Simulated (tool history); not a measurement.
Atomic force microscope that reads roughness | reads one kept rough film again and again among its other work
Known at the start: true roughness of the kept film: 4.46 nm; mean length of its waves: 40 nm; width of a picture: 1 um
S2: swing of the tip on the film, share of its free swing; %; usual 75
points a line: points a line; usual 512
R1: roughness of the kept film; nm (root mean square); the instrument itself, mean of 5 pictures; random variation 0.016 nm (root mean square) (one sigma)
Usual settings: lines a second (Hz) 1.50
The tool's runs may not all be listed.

{"run": 1, "hour": 0.0, "lines a second (Hz)": 1.5, "S2": 75, "points a line": 512, "R1": 3.843}
{"run": 2, "hour": 83.9, "lines a second (Hz)": 1.5, "S2": 75, "points a line": 512, "R1": 3.816}
{"hour": 96.3, "done": "new tip fitted"}
{"run": 3, "hour": 160.5, "lines a second (Hz)": 1.5, "S2": 75, "points a line": 362, "R1": 3.801}
{"run": 4, "hour": 236.9, "lines a second (Hz)": 1.1, "S2": 75, "points a line": 512, "R1": 3.92}
{"hour": 313.5, "done": "new tip fitted"}
{"run": 5, "hour": 313.5, "lines a second (Hz)": 1.5, "S2": 75, "points a line": 619, "R1": 3.837}
{"run": 6, "hour": 380.5, "lines a second (Hz)": 1.5, "S2": 75, "points a line": 619, "R1": 3.816}
{"run": 7, "hour": 440.1, "lines a second (Hz)": 1.5, "S2": 67, "points a line": 512, "R1": 3.951}
{"run": 8, "hour": 526.5, "lines a second (Hz)": 1.5, "S2": 67, "points a line": 512, "R1": 3.965}
{"hour": 533.7, "done": "new tip fitted"}
{"run": 9, "hour": 613.2, "lines a second (Hz)": 1.5, "S2": 67, "points a line": 512, "R1": 3.95}
{"run": 10, "hour": 678.0, "lines a second (Hz)": 1.5, "S2": 75, "points a line": 897, "R1": 3.836}
{"hour": 755.9, "done": "new tip fitted"}
{"run": 11, "hour": 762.8, "lines a second (Hz)": 1.5, "S2": 75, "points a line": 512, "R1": 3.826}
{"run": 12, "hour": 851.6, "lines a second (Hz)": 1.5, "S2": 75, "points a line": 512, "R1": 3.834}
{"run": 13, "hour": 920.3, "lines a second (Hz)": 1.5, "S2": 75, "points a line": 512, "R1": 3.875}
{"hour": 978.1, "done": "new tip fitted"}
{"run": 14, "hour": 981.8, "lines a second (Hz)": 1.5, "S2": 69, "points a line": 512, "R1": 3.926}
{"run": 15, "hour": 1040.2, "lines a second (Hz)": 1.5, "S2": 69, "points a line": 512, "R1": 3.939}
{"run": 16, "hour": 1079.7, "lines a second (Hz)": 1.5, "S2": 75, "points a line": 617, "R1": 3.825}
{"run": 17, "hour": 1143.4, "lines a second (Hz)": 1.5, "S2": 75, "points a line": 617, "R1": 3.835}
{"hour": 1198.2, "done": "new tip fitted"}
{"run": 18, "hour": 1228.0, "lines a second (Hz)": 1.5, "S2": 74, "points a line": 512, "R1": 3.846}
{"run": 19, "hour": 1295.5, "lines a second (Hz)": 1.5, "S2": 74, "points a line": 512, "R1": 3.845}
{"run": 20, "hour": 1354.0, "lines a second (Hz)": 1.5, "S2": 74, "points a line": 512, "R1": 3.823}
{"run": 21, "hour": 1399.6, "lines a second (Hz)": 1.5, "S2": 74, "points a line": 512, "R1": 3.844}
{"hour": 1417.0, "done": "new tip fitted"}
{"run": 22, "hour": 1466.4, "lines a second (Hz)": 1.5, "S2": 74, "points a line": 512, "R1": 3.855}
{"run": 23, "hour": 1528.9, "lines a second (Hz)": 1.5, "S2": 75, "points a line": 798, "R1": 3.854}
{"run": 24, "hour": 1588.4, "lines a second (Hz)": 1.5, "S2": 75, "points a line": 798, "R1": 3.869}
{"hour": 1637.3, "done": "new tip fitted"}
{"run": 25, "hour": 1644.4, "lines a second (Hz)": 1.5, "S2": 75, "points a line": 798, "R1": 3.844}
{"run": 26, "hour": 1688.3, "lines a second (Hz)": 1.5, "S2": 75, "points a line": 798, "R1": 3.833}
{"run": 27, "hour": 1777.3, "lines a second (Hz)": 1.47, "S2": 75, "points a line": 292, "R1": 3.805}
{"run": 28, "hour": 1841.0, "lines a second (Hz)": 0.63, "S2": 70, "points a line": 727, "R1": 4.04}
{"hour": 1858.2, "done": "new tip fitted"}
{"run": 29, "hour": 1904.7, "lines a second (Hz)": 0.63, "S2": 70, "points a line": 727, "R1": 4.104}
{"run": 30, "hour": 1957.1, "lines a second (Hz)": 0.63, "S2": 70, "points a line": 434, "R1": 4.089}
{"run": 31, "hour": 2026.0, "lines a second (Hz)": 3.32, "S2": 75, "points a line": 864, "R1": 3.45}
{"hour": 2078.3, "done": "new tip fitted"}
{"run": 32, "hour": 2084.3, "lines a second (Hz)": 1.44, "S2": 57, "points a line": 745, "R1": 4.115}
{"run": 33, "hour": 2147.0, "lines a second (Hz)": 3.24, "S2": 89, "points a line": 261, "R1": 2.912}
{"run": 34, "hour": 2198.8, "lines a second (Hz)": 3.24, "S2": 89, "points a line": 261, "R1": 2.924}
{"run": 35, "hour": 2283.1, "lines a second (Hz)": 1.5, "S2": 87, "points a line": 356, "R1": 3.552}
{"hour": 2296.0, "done": "new tip fitted"}
{"run": 36, "hour": 2339.6, "lines a second (Hz)": 1.88, "S2": 68, "points a line": 402, "R1": 3.871}
{"run": 37, "hour": 2416.0, "lines a second (Hz)": 1.1, "S2": 57, "points a line": 402, "R1": 4.134}
{"run": 38, "hour": 2502.9, "lines a second (Hz)": 1.1, "S2": 57, "points a line": 402, "R1": 4.09}
{"hour": 2517.2, "done": "new tip fitted"}
{"run": 39, "hour": 2562.0, "lines a second (Hz)": 1.1, "S2": 57, "points a line": 402, "R1": 4.104}
{"run": 40, "hour": 2622.8, "lines a second (Hz)": 1.82, "S2": 75, "points a line": 989, "R1": 3.737}
{"hour": 2699.4, "done": "height scale calibrated on a step standard"}
{"run": 41, "hour": 2706.3, "lines a second (Hz)": 0.77, "S2": 64, "points a line": 882, "R1": 4.109}
{"hour": 2739.2, "done": "new tip fitted"}
{"run": 42, "hour": 2791.0, "lines a second (Hz)": 0.77, "S2": 64, "points a line": 882, "R1": 4.117}
{"run": 43, "hour": 2857.2, "lines a second (Hz)": 0.77, "S2": 64, "points a line": 882, "R1": 4.099}
{"run": 44, "hour": 2915.0, "lines a second (Hz)": 2.45, "S2": 64, "points a line": 882, "R1": 3.868}
{"hour": 2960.4, "done": "new tip fitted"}
{"run": 45, "hour": 2966.1, "lines a second (Hz)": 2.45, "S2": 64, "points a line": 882, "R1": 3.904}
{"run": 46, "hour": 3046.9, "lines a second (Hz)": 1.41, "S2": 76, "points a line": 593, "R1": 3.825}
{"run": 47, "hour": 3100.9, "lines a second (Hz)": 3.76, "S2": 78, "points a line": 341, "R1": 3.264}
{"run": 48, "hour": 3149.9, "lines a second (Hz)": 3.76, "S2": 78, "points a line": 341, "R1": 3.233}
{"hour": 3180.5, "done": "new tip fitted"}
{"run": 49, "hour": 3201.7, "lines a second (Hz)": 1.94, "S2": 75, "points a line": 607, "R1": 3.735}
{"run": 50, "hour": 3246.5, "lines a second (Hz)": 1.94, "S2": 75, "points a line": 349, "R1": 3.742}
{"run": 51, "hour": 3331.5, "lines a second (Hz)": 0.66, "S2": 75, "points a line": 519, "R1": 4.028}
{"run": 52, "hour": 3377.2, "lines a second (Hz)": 1.5, "S2": 65, "points a line": 990, "R1": 4.019}

Forecast each of these 3 alternatives for the next run:
{"hour": 3397.7, "done": "new tip fitted"}
{"run": "A", "hour": 3442.0, "lines a second (Hz)": 1.72, "S2": 65, "points a line": 990, "R1": "?"}
{"hour": 3397.7, "done": "new tip fitted"}
{"run": "B", "hour": 3442.0, "lines a second (Hz)": 0.5, "S2": 65, "points a line": 373, "R1": "?"}
{"hour": 3397.7, "done": "new tip fitted"}
{"run": "C", "hour": 3442.0, "lines a second (Hz)": 0.94, "S2": 57, "points a line": 517, "R1": "?"}

run=A R1=3.966
run=B R1=4.131
run=C R1=4.125
Without the tool's hidden state the same runs would have given:
run=A R1=3.969
run=B R1=4.133
run=C R1=4.128
